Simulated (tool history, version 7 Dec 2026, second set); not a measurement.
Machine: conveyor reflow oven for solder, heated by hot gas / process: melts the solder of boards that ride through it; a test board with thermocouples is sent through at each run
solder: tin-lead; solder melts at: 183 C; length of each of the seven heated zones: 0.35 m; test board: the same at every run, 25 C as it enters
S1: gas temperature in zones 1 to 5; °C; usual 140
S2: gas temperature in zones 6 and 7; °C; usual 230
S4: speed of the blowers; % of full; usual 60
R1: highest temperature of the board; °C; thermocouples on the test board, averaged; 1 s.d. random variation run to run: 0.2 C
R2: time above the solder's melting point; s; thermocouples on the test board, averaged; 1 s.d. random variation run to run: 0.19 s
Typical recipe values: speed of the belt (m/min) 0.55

{"run": 1, "hour": 0.0, "S1": 140, "S2": 230, "speed of the belt (m/min)": 0.55, "S4": 60, "R1": 212.6, "R2": 54.2}
{"run": 2, "hour": 62.8, "S1": 140, "S2": 230, "speed of the belt (m/min)": 0.55, "S4": 60, "R1": 212.2, "R2": 54.3}
{"run": 3, "hour": 125.0, "S1": 140, "S2": 230, "speed of the belt (m/min)": 0.55, "S4": 60, "R1": 211.7, "R2": 53.5}
{"hour": 141.5, "done": "flux residue cleaned out of gas plates and filters"}
{"run": 4, "hour": 201.2, "S1": 140, "S2": 230, "speed of the belt (m/min)": 0.464, "S4": 60, "R1": 218.8, "R2": 72.7}
{"run": 5, "hour": 264.2, "S1": 140, "S2": 230, "speed of the belt (m/min)": 0.464, "S4": 60, "R1": 218.4, "R2": 72.1}
{"run": 6, "hour": 333.7, "S1": 144, "S2": 230, "speed of the belt (m/min)": 0.55, "S4": 60, "R1": 214.4, "R2": 58}
{"run": 7, "hour": 401.9, "S1": 144, "S2": 230, "speed of the belt (m/min)": 0.55, "S4": 60, "R1": 214, "R2": 57.6}
{"run": 8, "hour": 452.7, "S1": 144, "S2": 230, "speed of the belt (m/min)": 0.55, "S4": 60, "R1": 213.5, "R2": 57.2}
{"run": 9, "hour": 483.5, "S1": 140, "S2": 236, "speed of the belt (m/min)": 0.55, "S4": 60, "R1": 218.1, "R2": 59.2}
{"hour": 531.0, "done": "thermocouples of zones 6 and 7 changed"}
{"run": 10, "hour": 536.8, "S1": 140, "S2": 243, "speed of the belt (m/min)": 0.55, "S4": 60, "R1": 225.7, "R2": 64.1}
{"run": 11, "hour": 573.8, "S1": 140, "S2": 237, "speed of the belt (m/min)": 0.55, "S4": 60, "R1": 219.9, "R2": 60.5}
{"run": 12, "hour": 636.9, "S1": 140, "S2": 230, "speed of the belt (m/min)": 0.55, "S4": 60, "R1": 213.4, "R2": 55.1}
{"run": 13, "hour": 679.0, "S1": 140, "S2": 230, "speed of the belt (m/min)": 0.55, "S4": 60, "R1": 213.2, "R2": 55.1}
{"hour": 693.2, "done": "flux residue cleaned out of gas plates and filters"}
{"run": 14, "hour": 735.9, "S1": 140, "S2": 230, "speed of the belt (m/min)": 0.55, "S4": 84, "R1": 220.3, "R2": 62.3}
{"run": 15, "hour": 775.3, "S1": 153, "S2": 230, "speed of the belt (m/min)": 0.55, "S4": 60, "R1": 217.6, "R2": 64.7}
{"run": 16, "hour": 809.9, "S1": 153, "S2": 230, "speed of the belt (m/min)": 0.55, "S4": 60, "R1": 217.5, "R2": 64.5}
{"run": 17, "hour": 865.0, "S1": 150, "S2": 225, "speed of the belt (m/min)": 0.55, "S4": 60, "R1": 212.6, "R2": 59.5}
{"run": 18, "hour": 928.8, "S1": 150, "S2": 225, "speed of the belt (m/min)": 0.55, "S4": 60, "R1": 212, "R2": 58.9}
{"run": 19, "hour": 959.5, "S1": 150, "S2": 225, "speed of the belt (m/min)": 0.55, "S4": 58, "R1": 211.6, "R2": 58.4}
{"run": 20, "hour": 1008.7, "S1": 134, "S2": 226, "speed of the belt (m/min)": 0.627, "S4": 72, "R1": 208.3, "R2": 42.3}
{"run": 21, "hour": 1060.1, "S1": 137, "S2": 230, "speed of the belt (m/min)": 0.59, "S4": 60, "R1": 210.8, "R2": 48.4}
{"run": 22, "hour": 1128.3, "S1": 137, "S2": 230, "speed of the belt (m/min)": 0.541, "S4": 60, "R1": 213.4, "R2": 55.6}
{"run": 23, "hour": 1162.3, "S1": 137, "S2": 230, "speed of the belt (m/min)": 0.541, "S4": 60, "R1": 213.3, "R2": 55.3}
{"hour": 1193.0, "done": "belt drive overhauled, speed set with a stopwatch"}
{"run": 24, "hour": 1203.9, "S1": 143, "S2": 241, "speed of the belt (m/min)": 0.542, "S4": 78, "R1": 226.9, "R2": 66.2}
{"hour": 1245.2, "done": "flux residue cleaned out of gas plates and filters"}
{"run": 25, "hour": 1275.8, "S1": 143, "S2": 241, "speed of the belt (m/min)": 0.542, "S4": 78, "R1": 229, "R2": 67.5}
{"run": 26, "hour": 1341.6, "S1": 131, "S2": 230, "speed of the belt (m/min)": 0.47, "S4": 60, "R1": 217.7, "R2": 66.1}
{"run": 27, "hour": 1371.9, "S1": 152, "S2": 230, "speed of the belt (m/min)": 0.629, "S4": 60, "R1": 212.4, "R2": 51.3}
{"run": 28, "hour": 1443.0, "S1": 132, "S2": 230, "speed of the belt (m/min)": 0.563, "S4": 50, "R1": 208.8, "R2": 45.9}
{"run": 29, "hour": 1486.0, "S1": 129, "S2": 244, "speed of the belt (m/min)": 0.561, "S4": 56, "R1": 222.1, "R2": 56.3}
{"run": 30, "hour": 1524.5, "S1": 129, "S2": 232, "speed of the belt (m/min)": 0.561, "S4": 56, "R1": 211.5, "R2": 47.4}
{"run": 31, "hour": 1577.1, "S1": 148, "S2": 227, "speed of the belt (m/min)": 0.579, "S4": 51, "R1": 208.2, "R2": 49.9}

The logged runs with the hidden state left out (each run's random variation unchanged):
What the log doesn't record here: heat that the gas passes to the board, % of a clean oven's; belt's true speed, % of the reading; true gas temperature in zones 6 and 7 over the reading, C; drift of the gauge itself on peak_c, C; drift of the gauge itself on liquid_s, %.
run=1 R1=215.8 R2=57.1
run=2 R1=215.9 R2=57.6
run=3 R1=215.7 R2=57.3
run=4 R1=220.3 R2=73.2
run=5 R1=220.2 R2=72.9
run=6 R1=216.6 R2=59.4
run=7 R1=216.6 R2=59.4
run=8 R1=216.4 R2=59.3
run=9 R1=221.3 R2=61.2
run=10 R1=227.4 R2=64.6
run=11 R1=221.8 R2=61.4
run=12 R1=215.5 R2=56.8
run=13 R1=215.6 R2=57
run=14 R1=220.4 R2=61.6
run=15 R1=217.8 R2=64
run=16 R1=217.9 R2=64
run=17 R1=213.2 R2=59.4
run=18 R1=213 R2=59.2
run=19 R1=212.7 R2=58.9
run=20 R1=210.3 R2=43.9
run=21 R1=212.9 R2=49.9
run=22 R1=215.9 R2=57.3
run=23 R1=216 R2=57.2
run=24 R1=230.6 R2=68.5
run=25 R1=229.9 R2=68
run=26 R1=218.9 R2=67.3
run=27 R1=213.8 R2=52.5
run=28 R1=210.7 R2=47.9
run=29 R1=224.5 R2=58.1
run=30 R1=214.1 R2=50
run=31 R1=210.7 R2=52.6
